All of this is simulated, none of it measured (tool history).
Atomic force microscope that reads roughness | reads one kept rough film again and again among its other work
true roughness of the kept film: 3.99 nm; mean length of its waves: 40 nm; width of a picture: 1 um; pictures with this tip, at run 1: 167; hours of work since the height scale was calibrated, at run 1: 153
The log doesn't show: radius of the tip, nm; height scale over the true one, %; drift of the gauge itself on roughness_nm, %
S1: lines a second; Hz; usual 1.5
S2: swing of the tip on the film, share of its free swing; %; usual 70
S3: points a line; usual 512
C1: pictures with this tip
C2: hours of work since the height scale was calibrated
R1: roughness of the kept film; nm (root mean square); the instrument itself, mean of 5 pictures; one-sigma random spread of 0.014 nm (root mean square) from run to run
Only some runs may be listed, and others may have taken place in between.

| run | hour | S1 | S2 | S3 | C1 | C2 | R1 |
|---|---|---|---|---|---|---|---|
| 1 | 0 | 1.5 | 70 | 512 | 167 | 153 | 2.996 |
| 2 | 10.7 | 1.5 | 70 | 512 | 179 | 157 | 2.956 |
| 3 | 23.1 | 1.5 | 70 | 512 | 193 | 162 | 2.914 |
|  | 24.9 | new tip fitted |
| 4 | 31.6 | 1.5 | 70 | 512 | 8 | 166 | 3.372 |
| 5 | 47.8 | 1.5 | 81 | 512 | 25 | 172 | 3.197 |
| 6 | 57.8 | 1.5 | 81 | 512 | 36 | 177 | 3.165 |
| 7 | 66.2 | 1.5 | 70 | 512 | 46 | 180 | 3.258 |
| 8 | 75.8 | 1.5 | 70 | 512 | 56 | 184 | 3.248 |
| 9 | 92.1 | 1.5 | 70 | 512 | 74 | 191 | 3.178 |
| 10 | 108.3 | 1.5 | 70 | 512 | 92 | 197 | 3.118 |
| 11 | 120.6 | 1.5 | 58 | 512 | 106 | 203 | 3.191 |
| 12 | 131.1 | 1.5 | 70 | 512 | 117 | 207 | 3.053 |
| 13 | 143.9 | 1.5 | 70 | 512 | 131 | 212 | 3.022 |
| 14 | 158.6 | 1.5 | 70 | 512 | 148 | 218 | 2.986 |
| 15 | 165.6 | 1.5 | 70 | 512 | 155 | 221 | 2.94 |
| 16 | 179.8 | 1.5 | 70 | 512 | 171 | 227 | 2.906 |
| 17 | 196.2 | 1.5 | 70 | 512 | 189 | 234 | 2.873 |
|  | 201 | new tip fitted |
| 18 | 205.8 | 1.5 | 70 | 512 | 5 | 238 | 3.403 |
| 19 | 216.9 | 1.5 | 70 | 512 | 17 | 242 | 3.356 |
| 20 | 233.4 | 1.5 | 70 | 512 | 36 | 249 | 3.258 |
| 21 | 247.3 | 1.5 | 70 | 499 | 51 | 255 | 3.276 |
| 22 | 254.2 | 1.5 | 70 | 512 | 59 | 258 | 3.233 |
| 23 | 266.8 | 1.5 | 70 | 512 | 73 | 263 | 3.209 |
| 24 | 282.4 | 1.5 | 70 | 512 | 90 | 270 | 3.165 |
| 25 | 293.4 | 1.5 | 70 | 512 | 102 | 274 | 3.119 |
| 26 | 310 | 1.5 | 70 | 512 | 120 | 281 | 3.062 |
| 27 | 319.2 | 3.49 | 63 | 312 | 130 | 285 | 2.941 |
| 28 | 327 | 0.58 | 64 | 443 | 139 | 288 | 3.141 |
| 29 | 343.1 | 0.58 | 60 | 565 | 157 | 295 | 3.093 |
| 30 | 358.4 | 2.14 | 68 | 686 | 174 | 301 | 2.888 |
| 31 | 373.6 | 2.14 | 68 | 686 | 190 | 307 | 2.832 |
|  | 377.1 | new tip fitted |
| 32 | 390.6 | 1.22 | 63 | 686 | 15 | 314 | 3.451 |
| 33 | 403.4 | 1.22 | 63 | 686 | 29 | 319 | 3.407 |
| 34 | 413.9 | 1.22 | 63 | 686 | 40 | 324 | 3.384 |
| 35 | 421 | 1.5 | 85 | 512 | 48 | 327 | 3.067 |
| 36 | 428.2 | 3.27 | 70 | 322 | 56 | 330 | 3.035 |
| 37 | 442 | 1.5 | 76 | 482 | 71 | 336 | 3.133 |
| 38 | 456.1 | 1.5 | 70 | 323 | 87 | 341 | 3.131 |
| 39 | 465.3 | 1.47 | 86 | 575 | 97 | 345 | 2.907 |
| 40 | 482 | 1.47 | 86 | 575 | 115 | 352 | 2.896 |
| 41 | 495.6 | 1.47 | 89 | 539 | 130 | 358 | 2.817 |
| 42 | 504.6 | 3.33 | 70 | 1015 | 140 | 361 | 2.826 |
| 43 | 511.4 | 3.33 | 70 | 1015 | 148 | 364 | 2.789 |
| 44 | 524.8 | 1.18 | 70 | 494 | 163 | 370 | 2.98 |
| 45 | 539.1 | 1.54 | 57 | 294 | 179 | 376 | 2.979 |
| 46 | 546.4 | 1.5 | 59 | 639 | 187 | 379 | 2.95 |
|  | 553.3 | new tip fitted |
| 47 | 560.7 | 1.33 | 59 | 440 | 8 | 385 | 3.481 |
| 48 | 572.2 | 2.85 | 75 | 583 | 20 | 389 | 3.096 |
| 49 | 582.2 | 3.98 | 82 | 965 | 32 | 393 | 2.728 |
| 50 | 596.1 | 3.98 | 82 | 965 | 47 | 399 | 2.68 |
| 51 | 607.8 | 0.94 | 59 | 341 | 60 | 404 | 3.311 |
| 52 | 621.4 | 0.94 | 69 | 341 | 75 | 410 | 3.238 |

Here are 4 independent what-if runs from the current tool condition. What would each one return?
| A | 632.9 | 1.17 | 69 | 341 | 87 | 414 | ? |
| B | 632.9 | 0.62 | 56 | 307 | 87 | 414 | ? |
| C | 632.9 | 1.5 | 58 | 331 | 87 | 414 | ? |
| D | 632.9 | 0.94 | 71 | 341 | 87 | 414 | ? |

| run | R1 |
|---|---|
| A | 3.183 |
| B | 3.281 |
| C | 3.218 |
| D | 3.177 |
The same runs, with their run-to-run variation unchanged, on a tool lacking any hidden condition would have given:
| run | R1 |
|---|---|
| A | 3.474 |
| B | 3.581 |
| C | 3.513 |
| D | 3.467 |
